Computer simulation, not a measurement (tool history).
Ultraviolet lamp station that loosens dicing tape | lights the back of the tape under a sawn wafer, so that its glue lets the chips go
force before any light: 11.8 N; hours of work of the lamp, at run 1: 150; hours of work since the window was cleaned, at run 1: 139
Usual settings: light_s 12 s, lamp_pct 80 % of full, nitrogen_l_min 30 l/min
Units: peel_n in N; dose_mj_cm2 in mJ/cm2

| run | hour | light_s | lamp_pct | nitrogen_l_min | hours of work of the lamp | hours of work since the window was cleaned | peel_n | dose_mj_cm2 |
|---|---|---|---|---|---|---|---|---|
| 1 | 0 | 12 | 80 | 30 | 150 | 139 | 1.212 | 367 |
| 2 | 8.9 | 12 | 80 | 30 | 154 | 144 | 1.187 | 359 |
| 3 | 17 | 12 | 80 | 30 | 158 | 147 | 1.235 | 362 |
| 4 | 25.7 | 12 | 98 | 30 | 162 | 151 | 0.821 | 441 |
| 5 | 32.1 | 22 | 98 | 30 | 165 | 154 | 0.289 | 815 |
| 6 | 39.9 | 22 | 98 | 30 | 169 | 158 | 0.288 | 803 |
| 7 | 48.9 | 22 | 98 | 30 | 173 | 162 | 0.29 | 792 |
| 8 | 56.5 | 22 | 98 | 30 | 177 | 166 | 0.296 | 789 |
| 9 | 64.9 | 22 | 98 | 30 | 180 | 170 | 0.306 | 788 |
| 10 | 74.1 | 22 | 98 | 30 | 185 | 174 | 0.298 | 787 |
| 11 | 85.5 | 12 | 80 | 30 | 190 | 179 | 1.29 | 351 |
| 12 | 92.2 | 12 | 80 | 13 | 193 | 182 | 2.335 | 348 |
| 13 | 100.6 | 12 | 80 | 13 | 197 | 186 | 2.36 | 346 |
| 14 | 109.7 | 12 | 80 | 13 | 201 | 190 | 2.337 | 341 |
| 15 | 116.6 | 7 | 80 | 30 | 204 | 194 | 3.122 | 199 |
| 16 | 126.4 | 12 | 80 | 30 | 209 | 198 | 1.409 | 339 |
|  | 127.9 | window cleaned of glue's vapour |
| 17 | 135.3 | 12 | 80 | 30 | 213 | 3 | 1.46 | 335 |
| 18 | 149 | 12 | 80 | 13 | 219 | 10 | 2.564 | 330 |
| 19 | 161.9 | 12 | 83 | 60 | 225 | 16 | 0.927 | 339 |
| 20 | 172.8 | 12 | 83 | 60 | 230 | 21 | 0.959 | 340 |
|  | 183.5 | window cleaned of glue's vapour, once more |
| 21 | 186.4 | 12 | 83 | 60 | 236 | 1 | 0.704 | 381 |
| 22 | 193.6 | 12 | 63 | 9 | 240 | 5 | 3.611 | 288 |
| 23 | 204.6 | 24 | 99 | 25 | 245 | 10 | 0.264 | 878 |
| 24 | 215.7 | 18 | 69 | 10 | 250 | 15 | 1.608 | 464 |
| 25 | 225.8 | 18 | 69 | 10 | 255 | 20 | 1.641 | 462 |
| 26 | 232.5 | 19 | 77 | 15 | 258 | 23 | 0.897 | 548 |
| 27 | 245.6 | 19 | 77 | 15 | 264 | 29 | 0.941 | 539 |
| 28 | 256.7 | 15 | 100 | 12 | 269 | 34 | 1.109 | 544 |
| 29 | 268.3 | 21 | 90 | 9 | 275 | 39 | 0.82 | 694 |
| 30 | 278.5 | 9 | 64 | 12 | 279 | 44 | 4.496 | 208 |
| 31 | 284.2 | 20 | 78 | 12 | 282 | 47 | 0.979 | 566 |
| 32 | 295 | 19 | 64 | 15 | 287 | 52 | 1.405 | 437 |
| 33 | 301 | 18 | 78 | 24 | 290 | 55 | 0.755 | 501 |
| 34 | 307.9 | 7 | 83 | 30 | 293 | 58 | 3.077 | 207 |
| 35 | 318.6 | 19 | 76 | 55 | 298 | 63 | 0.444 | 513 |
| 36 | 324.2 | 19 | 76 | 55 | 300 | 65 | 0.417 | 503 |

Forecast each of these 5 alternatives for the next run:
| A | 338 | 7 | 64 | 37 | 307 | 72 | ? | ? |
| B | 338 | 16 | 76 | 32 | 307 | 72 | ? | ? |
| C | 338 | 9 | 76 | 10 | 307 | 72 | ? | ? |
| D | 338 | 9 | 76 | 55 | 307 | 72 | ? | ? |
| E | 338 | 9 | 70 | 41 | 307 | 72 | ? | ? |

| run | peel_n | dose_mj_cm2 |
|---|---|---|
| A | 3.974 | 156 |
| B | 0.867 | 427 |
| C | 4.121 | 241 |
| D | 1.878 | 238 |
| E | 2.441 | 218 |
Without the tool's hidden state the same runs would have given:
| run | peel_n | dose_mj_cm2 |
|---|---|---|
| A | 2.899 | 202 |
| B | 0.504 | 555 |
| C | 3.048 | 312 |
| D | 1.155 | 309 |
| E | 1.584 | 284 |
